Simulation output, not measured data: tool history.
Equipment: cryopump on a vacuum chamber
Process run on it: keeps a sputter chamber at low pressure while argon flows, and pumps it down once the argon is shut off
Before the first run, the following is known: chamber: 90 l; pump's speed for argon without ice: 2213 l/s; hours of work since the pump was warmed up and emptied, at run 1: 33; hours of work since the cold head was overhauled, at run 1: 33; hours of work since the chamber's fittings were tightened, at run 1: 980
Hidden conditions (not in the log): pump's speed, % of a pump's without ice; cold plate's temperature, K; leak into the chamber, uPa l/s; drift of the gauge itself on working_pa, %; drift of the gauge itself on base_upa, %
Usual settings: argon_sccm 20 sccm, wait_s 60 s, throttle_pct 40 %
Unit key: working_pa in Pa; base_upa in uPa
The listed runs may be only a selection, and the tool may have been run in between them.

| run | day | argon_sccm | wait_s | throttle_pct | hours of work since the pump was warmed up and emptied | hours of work since the cold head was overhauled | hours of work since the chamber's fittings were tightened | working_pa | base_upa |
|---|---|---|---|---|---|---|---|---|---|
| 1 | 0.000 | 20 | 60 | 40 | 33 | 33 | 980 | 0.0385 | 0.59 |
| 2 | 0.554 | 20 | 60 | 40 | 42 | 42 | 989 | 0.0386 | 0.59 |
| 3 | 1.271 | 20 | 60 | 40 | 53 | 53 | 1000 | 0.0382 | 0.58 |
| 4 | 1.646 | 20 | 60 | 40 | 59 | 59 | 1006 | 0.0388 | 0.59 |
| 5 | 2.254 | 20 | 60 | 40 | 69 | 69 | 1016 | 0.0393 | 0.58 |
| 6 | 2.671 | 20 | 60 | 40 | 75 | 75 | 1022 | 0.0388 | 0.57 |
| 7 | 3.308 | 20 | 60 | 40 | 86 | 86 | 1032 | 0.0384 | 0.59 |
| 8 | 3.662 | 29 | 60 | 40 | 91 | 91 | 1038 | 0.0560 | 0.58 |
| 9 | 4.362 | 29 | 60 | 40 | 102 | 102 | 1049 | 0.0554 | 0.55 |
| 10 | 4.712 | 20 | 60 | 49 | 108 | 108 | 1055 | 0.0319 | 0.62 |
| 11 | 5.342 | 20 | 60 | 49 | 118 | 118 | 1065 | 0.0320 | 0.63 |
| 12 | 6.079 | 20 | 208 | 49 | 129 | 129 | 1076 | 0.0309 | 0.45 |
| 13 | 6.792 | 20 | 60 | 55 | 141 | 141 | 1087 | 0.0288 | 0.64 |
| 14 | 7.496 | 20 | 60 | 55 | 152 | 152 | 1099 | 0.0284 | 0.62 |
| 15 | 8.104 | 20 | 107 | 40 | 161 | 161 | 1108 | 0.0393 | 0.49 |
| 16 | 8.692 | 20 | 107 | 40 | 171 | 171 | 1117 | 0.0392 | 0.48 |
| 17 | 9.017 | 20 | 60 | 40 | 176 | 176 | 1123 | 0.0386 | 0.62 |
| 18 | 9.733 | 34 | 20 | 40 | 187 | 187 | 1134 | 0.0672 | 1.10 |
| 19 | 10.246 | 34 | 20 | 40 | 195 | 195 | 1142 | 0.0674 | 1.08 |
| 20 | 10.746 | 13 | 20 | 48 | 203 | 203 | 1150 | 0.0225 | 1.11 |
| 21 | 11.175 | 13 | 232 | 48 | 210 | 210 | 1157 | 0.0216 | 0.44 |
| 22 | 11.588 | 20 | 60 | 38 | 216 | 216 | 1163 | 0.0417 | 0.58 |
| 23 | 11.983 | 20 | 198 | 58 | 223 | 223 | 1170 | 0.0274 | 0.45 |
| 24 | 12.488 | 19 | 60 | 40 | 231 | 231 | 1177 | 0.0376 | 0.61 |
| 25 | 13.238 | 20 | 135 | 21 | 243 | 243 | 1189 | 0.0739 | 0.55 |
| 26 | 13.979 | 31 | 80 | 21 | 254 | 254 | 1201 | 0.1154 | 0.63 |
| 27 | 14.358 | 31 | 80 | 21 | 260 | 260 | 1207 | 0.1163 | 0.59 |
| 28 | 15.012 | 25 | 115 | 17 | 271 | 271 | 1217 | 0.1152 | 0.54 |
| 29 | 15.392 | 10 | 70 | 48 | 277 | 277 | 1223 | 0.0176 | 0.60 |
| 30 | 15.708 | 20 | 251 | 40 | 282 | 282 | 1228 | 0.0410 | 0.46 |
| 31 | 16.050 | 20 | 251 | 40 | 287 | 287 | 1234 | 0.0406 | 0.50 |
| 32 | 16.612 | 20 | 251 | 40 | 296 | 296 | 1243 | 0.0411 | 0.51 |
| 33 | 17.262 | 16 | 22 | 40 | 306 | 306 | 1253 | 0.0326 | 1.07 |
| 34 | 17.871 | 16 | 22 | 40 | 316 | 316 | 1263 | 0.0328 | 1.04 |

Some steps in working_pa between neighbouring runs. How much of each would the tool show without its hidden state too (settings, what came in, random variation), and how much is left for the hidden state, with any gauge scatter that isn't in both results?
Run 19 -> 20: argon_sccm 34 -> 13, throttle_pct 40 -> 48. working_pa -0.0449 Pa: hidden state -0.0014, all else -0.0435.
Run 25 -> 26: argon_sccm 20 -> 31, wait_s 135 -> 80. working_pa +0.0415 Pa: hidden state +0.0011, all else +0.0404.
Run 28 -> 29: argon_sccm 25 -> 10, wait_s 115 -> 70, throttle_pct 17 -> 48. working_pa -0.0976 Pa: hidden state -0.0013, all else -0.0963.
